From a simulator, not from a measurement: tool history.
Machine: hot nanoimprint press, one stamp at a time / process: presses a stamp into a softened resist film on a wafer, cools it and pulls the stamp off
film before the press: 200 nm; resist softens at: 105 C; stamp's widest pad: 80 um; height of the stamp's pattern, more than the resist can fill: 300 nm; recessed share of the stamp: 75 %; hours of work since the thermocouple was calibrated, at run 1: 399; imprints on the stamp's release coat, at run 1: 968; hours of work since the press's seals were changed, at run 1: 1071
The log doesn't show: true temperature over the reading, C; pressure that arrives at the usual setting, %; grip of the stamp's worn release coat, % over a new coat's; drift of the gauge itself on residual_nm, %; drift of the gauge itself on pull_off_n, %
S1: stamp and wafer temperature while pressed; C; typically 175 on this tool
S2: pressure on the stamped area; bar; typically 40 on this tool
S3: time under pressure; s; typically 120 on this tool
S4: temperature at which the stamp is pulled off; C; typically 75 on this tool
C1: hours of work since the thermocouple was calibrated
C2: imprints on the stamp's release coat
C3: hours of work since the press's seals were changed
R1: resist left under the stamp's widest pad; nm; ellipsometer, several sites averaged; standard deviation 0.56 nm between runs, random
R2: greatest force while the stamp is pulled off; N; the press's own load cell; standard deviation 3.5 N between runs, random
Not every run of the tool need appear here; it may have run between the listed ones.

run	hour	S1	S2	S3	S4	C1	C2	C3	R1	R2
1	0	175	40	120	75	399	968	1071	83.6	220
2	30.7	175	40	120	75	419	1075	1091	83.9	215
3	57	175	40	120	75	436	1166	1108	83.4	212
4	106.2	175	40	120	75	467	1336	1140	84	226
5	139.8	175	40	120	75	489	1453	1162	83.5	231
# hour 154.6: plate thermocouple calibrated
6	175.4	175	40	120	75	13	1566	1183	89.4	240
# hour 200.8: stamp cleaned and given a new release coat
7	233.3	175	40	120	75	47	113	1217	88.4	163
8	277.9	175	40	120	75	76	268	1245	89	175
9	321.1	175	40	120	75	104	418	1273	87.7	188
10	360.7	175	40	120	75	129	555	1299	87.9	196
11	409.4	175	40	120	76	161	724	1330	86.9	200
12	434	175	40	120	76	177	809	1346	86.6	205
13	466.6	175	40	120	76	198	922	1367	87.2	209
# hour 503.5: press's hydraulic seals changed and the load cell set to zero
14	530	175	40	120	76	234	1114	17	82.1	225
15	561.7	175	51.5	120	76	254	1225	38	71.9	219
16	611.5	175	52	134	65	287	1397	70	67.8	257
17	651.8	175	52	134	65	313	1537	96	68.6	259
# hour 686.5: stamp cleaned and given a new release coat
18	703.1	175	34.4	119	82	342	57	125	89	156
19	746.3	175	34.4	119	82	370	207	153	88.2	164
20	784.4	175	34.4	119	82	395	339	178	88.5	172
21	812.1	175	40	214	75	413	435	196	65.4	188
22	841.8	175	49.2	120	71	432	539	215	72.1	198
23	880.4	170	49.2	120	75	457	673	240	87.1	195
24	931.8	170	49.2	120	75	490	851	273	86.4	208
# hour 944.4: plate thermocouple calibrated
25	966.4	170	49.2	120	75	14	960	294	92.3	210
26	1002.8	165	40	120	65	38	1087	317	123.3	242
27	1044.4	175	40	102	62	65	1231	344	91	257
28	1081.7	175	61.7	75	75	89	1360	368	81	232
29	1130.1	185	44	75	75	120	1528	400	67.4	240

Subtracting, for every run, the result it would have given without the tool's unlogged condition from the measured result gives the following. The same run-to-run variation enters both numbers; the gauge's scatter may not:
run	R1	R2
1	-1.1	+42
2	-1.3	+46
3	-1.4	+48
4	-1.6	+57
5	-1.7	+63
6	+3.3	+72
7	+3	+4
8	+2.7	+11
9	+2.5	+18
10	+2.3	+24
11	+2.1	+31
12	+2	+36
13	+1.8	+40
14	-2.8	+50
15	-2.5	+53
16	-2.7	+69
17	-2.9	+75
18	-3.9	+0
19	-4.1	+7
20	-4.3	+12
21	-3.5	+17
22	-3.8	+22
23	-4.9	+26
24	-5.3	+35
25	+0.8	+43
26	+0.3	+55
27	+0.2	+64
28	+0.6	+62
29	+0.1	+70

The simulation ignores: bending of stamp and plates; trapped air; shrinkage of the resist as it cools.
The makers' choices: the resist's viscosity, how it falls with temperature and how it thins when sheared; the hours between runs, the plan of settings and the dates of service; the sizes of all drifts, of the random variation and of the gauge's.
